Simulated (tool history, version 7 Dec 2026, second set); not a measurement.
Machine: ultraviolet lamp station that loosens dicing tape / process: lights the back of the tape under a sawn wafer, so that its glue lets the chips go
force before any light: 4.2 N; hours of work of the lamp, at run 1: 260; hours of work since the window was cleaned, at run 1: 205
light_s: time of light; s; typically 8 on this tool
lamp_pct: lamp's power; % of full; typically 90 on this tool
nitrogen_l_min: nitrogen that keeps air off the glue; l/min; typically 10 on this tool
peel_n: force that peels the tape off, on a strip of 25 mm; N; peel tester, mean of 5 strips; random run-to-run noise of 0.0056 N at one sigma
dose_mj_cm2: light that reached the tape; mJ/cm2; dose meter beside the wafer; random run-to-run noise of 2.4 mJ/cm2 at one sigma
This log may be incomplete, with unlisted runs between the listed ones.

| run | hour | light_s | lamp_pct | nitrogen_l_min | hours of work of the lamp | hours of work since the window was cleaned | peel_n | dose_mj_cm2 |
|---|---|---|---|---|---|---|---|---|
| 1 | 0 | 8 | 90 | 10 | 260 | 205 | 0.254 | 252 |
| 2 | 76.2 | 8 | 90 | 10 | 293 | 237 | 0.256 | 251 |
| 3 | 123.1 | 8 | 99 | 10 | 313 | 257 | 0.231 | 273 |
| 4 | 182 | 8 | 99 | 10 | 338 | 282 | 0.242 | 267 |
| 5 | 254.2 | 8 | 90 | 10 | 369 | 313 | 0.253 | 243 |
| 6 | 302.7 | 8 | 90 | 10 | 389 | 334 | 0.272 | 243 |
| 7 | 372.9 | 8 | 90 | 10 | 419 | 364 | 0.282 | 240 |
| 8 | 456.9 | 8 | 90 | 10 | 455 | 399 | 0.273 | 234 |
|  | 472 | window cleaned of glue's vapour |
| 9 | 520 | 8 | 90 | 10 | 481 | 20 | 0.272 | 241 |
| 10 | 580.2 | 8 | 90 | 10 | 507 | 46 | 0.276 | 240 |
| 11 | 621.4 | 8 | 90 | 8 | 525 | 64 | 0.299 | 241 |
| 12 | 679.2 | 8 | 90 | 8 | 549 | 88 | 0.305 | 232 |
| 13 | 725.1 | 8 | 90 | 8 | 569 | 108 | 0.295 | 239 |
| 14 | 763 | 8 | 87 | 7 | 585 | 124 | 0.336 | 232 |
| 15 | 817.1 | 5 | 90 | 13 | 608 | 147 | 0.568 | 144 |
| 16 | 857.9 | 10 | 70 | 3 | 625 | 164 | 0.523 | 223 |
| 17 | 899.7 | 10 | 68 | 7 | 643 | 182 | 0.371 | 218 |

Hidden state at the last listed run before each entry between runs and at the first one after, where it differs:
After run 8, before run 9: window cleaned of glue's vapour (hour 472)
  lamp's light, % of a new lamp's: 87.9 -> 87.3; light that the window lets through, % of a clean one's: 95.1 -> 99.2
  what was measured, less what the result would be without the hidden state, peel_n: +0.057 -> +0.045 N; dose_mj_cm2: -46 -> -37 mJ/cm2

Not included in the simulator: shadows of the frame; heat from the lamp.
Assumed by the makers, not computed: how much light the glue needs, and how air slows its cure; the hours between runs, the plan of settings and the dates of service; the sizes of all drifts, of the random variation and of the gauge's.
